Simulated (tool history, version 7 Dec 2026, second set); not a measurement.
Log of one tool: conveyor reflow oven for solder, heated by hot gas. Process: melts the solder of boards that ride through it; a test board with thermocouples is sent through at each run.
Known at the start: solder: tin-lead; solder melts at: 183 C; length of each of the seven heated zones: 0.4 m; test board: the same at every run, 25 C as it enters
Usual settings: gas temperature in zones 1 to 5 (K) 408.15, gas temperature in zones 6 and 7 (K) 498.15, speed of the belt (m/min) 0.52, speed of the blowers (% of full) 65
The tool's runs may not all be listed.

| run | hour | gas temperature in zones 1 to 5 (K) | gas temperature in zones 6 and 7 (K) | speed of the belt (m/min) | speed of the blowers (% of full) | highest temperature of the board (K) | time above the solder's melting point (s) |
|---|---|---|---|---|---|---|---|
| 1 | 0 | 408.15 | 498.15 | 0.52 | 65 | 483.85 | 62.1 |
| 2 | 9.5 | 408.15 | 498.15 | 0.52 | 65 | 483.85 | 62 |
| 3 | 17.6 | 408.15 | 498.15 | 0.517 | 65 | 484.05 | 63.2 |
| 4 | 24.4 | 408.15 | 498.15 | 0.517 | 65 | 483.65 | 62.6 |
| 5 | 33.3 | 408.15 | 498.15 | 0.517 | 65 | 483.25 | 62.2 |
| 6 | 41.8 | 423.15 | 498.15 | 0.52 | 65 | 485.75 | 71.5 |
| 7 | 53.3 | 412.15 | 498.15 | 0.52 | 65 | 484.15 | 64.3 |
| 8 | 66.1 | 408.15 | 498.15 | 0.52 | 65 | 483.75 | 61.7 |
| 9 | 75.9 | 408.15 | 498.15 | 0.521 | 65 | 483.35 | 61.5 |
| 10 | 84.3 | 408.15 | 498.15 | 0.521 | 65 | 483.35 | 61.6 |
| 11 | 91.4 | 408.15 | 498.15 | 0.521 | 65 | 483.25 | 61.2 |
| 12 | 101.8 | 408.15 | 498.15 | 0.521 | 65 | 483.25 | 61.6 |
| 13 | 113.6 | 408.15 | 498.15 | 0.521 | 65 | 483.05 | 60.9 |
| 14 | 125.3 | 396.15 | 498.15 | 0.52 | 65 | 481.25 | 54.7 |
| 15 | 138.2 | 396.15 | 498.15 | 0.52 | 65 | 481.15 | 54.2 |
| 16 | 144.2 | 396.15 | 498.15 | 0.52 | 65 | 480.85 | 54.1 |
| 17 | 152.6 | 400.15 | 498.15 | 0.555 | 65 | 479.05 | 49.7 |
| 18 | 162.4 | 400.15 | 498.15 | 0.555 | 65 | 479.55 | 49.9 |
| 19 | 174.5 | 420.15 | 498.15 | 0.52 | 65 | 484.75 | 69.5 |
| 20 | 185.6 | 402.15 | 508.15 | 0.592 | 57 | 484.65 | 51.8 |
| 21 | 192.3 | 402.15 | 508.15 | 0.592 | 57 | 484.45 | 51.5 |

Forecast run 22:
| 22 | 198.5 | 402.15 | 508.15 | 0.592 | 57 | ? | ? |

highest temperature of the board (K): 484.85
time above the solder's melting point (s): 51.5
Without the tool's hidden state the same run would have given highest temperature of the board (K) 488.65, time above the solder's melting point (s) 55.6.
